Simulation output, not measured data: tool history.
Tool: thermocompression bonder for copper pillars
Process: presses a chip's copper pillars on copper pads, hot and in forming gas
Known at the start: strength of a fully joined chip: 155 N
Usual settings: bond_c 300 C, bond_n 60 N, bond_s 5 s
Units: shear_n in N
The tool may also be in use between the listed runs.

run	hour	bond_c	bond_n	bond_s	shear_n
1	0	300	60	5	102.5
2	23.2	300	60	5	102.6
3	54.7	299	60	5	99.4
4	87.2	299	60	5	98.5
5	132.2	299	60	5	94.6
6	162.8	326	60	5	120.2
7	194.1	326	60	4	113.1
# hour 215.7: forming gas filter changed
8	236.3	300	60	5	101.8
9	265	300	60	5	103.1
10	301.1	300	60	5	102.7
11	344.6	300	60	5	98.3
12	371.6	300	60	5	99.5
13	408.6	300	60	5	96
14	455.3	300	60	5	93.8
15	484.9	300	60	5	94.6
16	524.2	300	60	5	94.3
# hour 530.1: forming gas filter changed
17	570.2	300	60	5	102.6
18	591	300	60	11	121.4
19	619.3	300	60	11	118
20	655.5	300	60	3	85
# hour 680.5: force cell calibrated
21	692.2	286	49	12	90.6
22	731.4	276	63	4	65.2
23	759.2	321	55	5	108.5
24	791.4	300	56	5	85.8
25	814.9	313	49	5	94.5
26	834.9	328	84	7	132.5
# hour 845.2: forming gas filter changed
27	877.3	297	47	4	74.9
28	921.4	319	51	14	133.4
29	956.2	319	51	14	131.3
30	997	300	50	6	89
# hour 1016.1: heater calibrated with a thermocouple chip
31	1018.9	292	59	6	92.8
32	1055.8	292	59	6	91.8
33	1083.3	326	59	4	114.8
34	1122.9	293	43	5	69.6
35	1156.4	293	43	5	69.8
# hour 1162: forming gas filter changed
36	1190.9	293	43	5	77.6
37	1221.7	300	60	4	95.1
38	1255.5	279	60	4	71.9
39	1285.1	276	37	5	50.5

3 ways to go on from here, each from the tool as it stands after run 39. What would each give?
A	1320.5	276	37	3	?
B	1320.5	284	75	14	?
C	1320.5	289	68	9	?

run	shear_n
A	40.3
B	119.4
C	108.6
Without the tool's hidden state the same runs would have given:
run	shear_n
A	41.7
B	124.8
C	113.3

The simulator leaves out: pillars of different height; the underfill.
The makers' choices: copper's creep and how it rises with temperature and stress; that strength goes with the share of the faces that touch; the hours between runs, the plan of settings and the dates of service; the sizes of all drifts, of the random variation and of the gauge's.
